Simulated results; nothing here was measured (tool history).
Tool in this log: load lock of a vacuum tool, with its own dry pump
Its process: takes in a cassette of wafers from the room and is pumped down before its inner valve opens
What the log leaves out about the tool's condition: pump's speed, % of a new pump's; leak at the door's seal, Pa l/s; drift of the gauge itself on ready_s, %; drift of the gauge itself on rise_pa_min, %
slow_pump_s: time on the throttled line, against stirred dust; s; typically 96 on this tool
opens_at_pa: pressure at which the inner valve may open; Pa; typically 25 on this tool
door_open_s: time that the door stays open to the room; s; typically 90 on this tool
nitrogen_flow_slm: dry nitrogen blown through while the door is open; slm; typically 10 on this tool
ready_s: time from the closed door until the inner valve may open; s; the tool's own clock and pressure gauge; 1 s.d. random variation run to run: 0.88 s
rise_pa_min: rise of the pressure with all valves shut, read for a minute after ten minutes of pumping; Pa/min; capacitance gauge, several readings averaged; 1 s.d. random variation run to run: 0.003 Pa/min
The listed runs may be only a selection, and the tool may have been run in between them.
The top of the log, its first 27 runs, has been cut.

| run | hour | slow_pump_s | opens_at_pa | door_open_s | nitrogen_flow_slm | hours that the pump has run since its overhaul | times that the door has closed on its seal | incoming humidity of the room's air, % | ready_s | rise_pa_min |
|---|---|---|---|---|---|---|---|---|---|---|
| 28 | 7042.1 | 54 | 22 | 32 | 31 | 21432 | 9432 | 48.6 | 98.4 | 0.021 |
| 29 | 7320.8 | 94 | 25 | 31 | 31 | 21711 | 9976 | 38.7 | 137.4 | 0.016 |
| 30 | 7676.7 | 69 | 40 | 80 | 25 | 22067 | 10670 | 48.2 | 110 | 0.041 |
| 31 | 7973.6 | 96 | 25 | 90 | 11 | 22364 | 11249 | 47.8 | 139 | 0.053 |
| 32 | 8259.6 | 155 | 25 | 117 | 11 | 22650 | 11806 | 42 | 189.7 | 0.05 |
| 33 | 8508.3 | 49 | 47 | 43 | 8 | 22899 | 12291 | 45.7 | 90.5 | 0.045 |
| 34 | 8734.7 | 56 | 24 | 162 | 20 | 23125 | 12733 | 44.7 | 101.9 | 0.052 |
|  | 8908.1 | dry pump taken out, an overhauled one fitted |
| 35 | 9089.5 | 56 | 24 | 162 | 20 | 181 | 13413 | 44.8 | 102.6 | 0.056 |
| 36 | 9261.9 | 56 | 24 | 162 | 8 | 354 | 13749 | 43.3 | 102.4 | 0.068 |
| 37 | 9527.8 | 96 | 49 | 176 | 14 | 620 | 14268 | 43.3 | 133.9 | 0.064 |

3 ways to go on from here, each from the tool as it stands after run 37. What would each give?
| A | 9752.4 | 57 | 25 | 162 | 10 | 844 | 14706 | 40.7 | ? | ? |
| B | 9752.4 | 167 | 42 | 58 | 14 | 844 | 14706 | 46.7 | ? | ? |
| C | 9752.4 | 141 | 25 | 100 | 23 | 844 | 14706 | 44.8 | ? | ? |

| run | ready_s | rise_pa_min |
|---|---|---|
| A | 102.9 | 0.064 |
| B | 198.6 | 0.038 |
| C | 176.9 | 0.047 |
With the hidden condition removed and each run's random variation left untouched, the same runs would have given:
| run | ready_s | rise_pa_min |
|---|---|---|
| A | 102.9 | 0.063 |
| B | 198.6 | 0.037 |
| C | 176.9 | 0.046 |
